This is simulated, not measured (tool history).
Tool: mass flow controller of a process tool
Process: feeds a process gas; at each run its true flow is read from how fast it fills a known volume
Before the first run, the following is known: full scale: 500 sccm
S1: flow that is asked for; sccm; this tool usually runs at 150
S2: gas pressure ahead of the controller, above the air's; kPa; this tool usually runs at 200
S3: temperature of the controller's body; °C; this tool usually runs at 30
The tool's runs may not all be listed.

Run 1, hour 0: usual settings. Result: true flow (%) 98.16.
Run 2, hour 117.8: usual settings. Result: true flow (%) 98.12.
Run 3, hour 238.5: usual settings but S3 31 °C. Result: true flow (%) 97.99.
Run 4, hour 364: usual settings. Result: true flow (%) 97.82.
Run 5, hour 477.9: usual settings. Result: true flow (%) 97.81.
At hour 579.6: controller exchanged for a calibrated one.
Run 6, hour 579.6: usual settings but S3 36 °C. Result: true flow (%) 98.03.
Run 7, hour 717.6: usual settings. Result: true flow (%) 97.82.
Run 8, hour 798.5: usual settings. Result: true flow (%) 97.73.
Run 9, hour 893.9: usual settings. Result: true flow (%) 97.56.
Run 10, hour 1005.5: usual settings. Result: true flow (%) 97.54.
Run 11, hour 1098.8: usual settings. Result: true flow (%) 97.54.
Run 12, hour 1274: usual settings. Result: true flow (%) 97.36.
Run 13, hour 1430.7: usual settings but S3 24 °C. Result: true flow (%) 96.99.
Run 14, hour 1560.7: usual settings but S3 24 °C. Result: true flow (%) 97.13.
Run 15, hour 1755.3: usual settings but S3 38 °C. Result: true flow (%) 97.45.
Run 16, hour 1883.1: usual settings but S3 28 °C. Result: true flow (%) 97.04.
Run 17, hour 1979.2: usual settings but S1 74 sccm, S2 165 kPa, S3 25 °C. Result: true flow (%) 96.77.
Run 18, hour 2063.7: usual settings but S1 493 sccm, S2 186 kPa, S3 24 °C. Result: true flow (%) 98.88.
Run 19, hour 2222.6: usual settings but S1 493 sccm, S2 186 kPa, S3 24 °C. Result: true flow (%) 98.84.
Run 20, hour 2378.3: usual settings but S1 493 sccm, S2 186 kPa, S3 24 °C. Result: true flow (%) 98.85.
Run 21, hour 2508.2: usual settings but S1 183 sccm, S2 249 kPa, S3 26 °C. Result: true flow (%) 96.62.
Run 22, hour 2624.4: usual settings but S1 91 sccm, S2 165 kPa, S3 38 °C. Result: true flow (%) 96.8.
Run 23, hour 2781.4: usual settings but S1 178 sccm, S2 191 kPa, S3 35 °C. Result: true flow (%) 97.06.
Run 24, hour 2864.3: usual settings but S1 178 sccm, S2 191 kPa, S3 35 °C. Result: true flow (%) 96.99.
Run 25, hour 3012.8: usual settings but S1 178 sccm, S2 191 kPa, S3 35 °C. Result: true flow (%) 96.95.
Run 26, hour 3105.8: usual settings but S3 38 °C. Result: true flow (%) 96.7.
Run 27, hour 3302.6: usual settings but S3 38 °C. Result: true flow (%) 96.68.
Run 28, hour 3452.1: usual settings but S1 116 sccm, S2 188 kPa, S3 36 °C. Result: true flow (%) 96.32.
Run 29, hour 3601: usual settings but S2 157 kPa, S3 21 °C. Result: true flow (%) 96.15.
Run 30, hour 3772.1: usual settings but S2 157 kPa, S3 21 °C. Result: true flow (%) 95.91.
At hour 3871.4: gauge calibrated.
Run 31, hour 3922.7: usual settings but S1 453 sccm, S2 248 kPa, S3 23 °C. Result: true flow (%) 99.45.

Consider 3 possible next runs. They are alternatives, not a sequence: every one starts from the tool as it was left by run 31. What does each give?
Run A, hour 4093.4: usual settings but S1 100 sccm, S2 248 kPa, S3 23 °C. Result: true flow (%) ?.
Run B, hour 4093.4: usual settings but S2 209 kPa. Result: true flow (%) ?.
Run C, hour 4093.4: usual settings but S1 453 sccm, S2 168 kPa, S3 23 °C. Result: true flow (%) ?.

run  true flow (%)
  A          97.37
  B          97.95
  C          99.56
Without the tool's unlogged condition, the same runs would have read:
run  true flow (%)
  A          97.49
  B          98.07
  C          99.69
